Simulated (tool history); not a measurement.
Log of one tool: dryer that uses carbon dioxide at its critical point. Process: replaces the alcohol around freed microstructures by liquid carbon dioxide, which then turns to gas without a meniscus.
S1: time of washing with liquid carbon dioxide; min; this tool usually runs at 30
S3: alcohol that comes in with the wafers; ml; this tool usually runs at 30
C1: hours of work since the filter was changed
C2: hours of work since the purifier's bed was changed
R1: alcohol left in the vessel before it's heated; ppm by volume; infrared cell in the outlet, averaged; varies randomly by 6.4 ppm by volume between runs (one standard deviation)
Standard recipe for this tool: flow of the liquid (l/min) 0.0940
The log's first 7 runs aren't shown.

run 8 hour=74.0 | S1=30 flow_of_the_liquid_(l/min)=0.0940 S3=25 | C1=228 C2=315 | R1=409
run 9 hour=82.3 | S1=30 flow_of_the_liquid_(l/min)=0.0940 S3=25 | C1=233 C2=321 | R1=415
run 10 hour=87.8 | S1=30 flow_of_the_liquid_(l/min)=0.0721 S3=25 | C1=237 C2=324 | R1=1162
run 11 hour=98.4 | S1=30 flow_of_the_liquid_(l/min)=0.0940 S3=30 | C1=244 C2=331 | R1=493
-- hour=102.0 inlet filter changed
run 12 hour=112.7 | S1=30 flow_of_the_liquid_(l/min)=0.0940 S3=30 | C1=7 C2=340 | R1=335
run 13 hour=119.6 | S1=30 flow_of_the_liquid_(l/min)=0.0940 S3=30 | C1=12 C2=344 | R1=318
run 14 hour=129.4 | S1=30 flow_of_the_liquid_(l/min)=0.0940 S3=30 | C1=18 C2=351 | R1=339
run 15 hour=140.2 | S1=30 flow_of_the_liquid_(l/min)=0.0940 S3=30 | C1=25 C2=358 | R1=327
run 16 hour=145.8 | S1=30 flow_of_the_liquid_(l/min)=0.0940 S3=30 | C1=29 C2=362 | R1=353
run 17 hour=151.5 | S1=30 flow_of_the_liquid_(l/min)=0.1379 S3=30 | C1=33 C2=366 | R1=81
run 18 hour=163.4 | S1=30 flow_of_the_liquid_(l/min)=0.1379 S3=30 | C1=41 C2=374 | R1=86
run 19 hour=172.4 | S1=30 flow_of_the_liquid_(l/min)=0.1379 S3=30 | C1=47 C2=379 | R1=91
run 20 hour=182.8 | S1=48 flow_of_the_liquid_(l/min)=0.0940 S3=30 | C1=54 C2=386 | R1=65
run 21 hour=189.0 | S1=30 flow_of_the_liquid_(l/min)=0.0940 S3=30 | C1=58 C2=390 | R1=365
run 22 hour=197.8 | S1=30 flow_of_the_liquid_(l/min)=0.0940 S3=30 | C1=63 C2=396 | R1=369
run 23 hour=204.9 | S1=30 flow_of_the_liquid_(l/min)=0.0940 S3=102 | C1=68 C2=401 | R1=1117

Estimate the outcome of run 24 from the log above:
run 24 hour=214.0 | S1=30 flow_of_the_liquid_(l/min)=0.1192 S3=30 | C1=74 C2=407 | R1=?

Run 24 came out at R1 146 ppm by volume.
With the hidden condition absent and the run-to-run variation left alone, this run would have shown R1 70 ppm by volume.

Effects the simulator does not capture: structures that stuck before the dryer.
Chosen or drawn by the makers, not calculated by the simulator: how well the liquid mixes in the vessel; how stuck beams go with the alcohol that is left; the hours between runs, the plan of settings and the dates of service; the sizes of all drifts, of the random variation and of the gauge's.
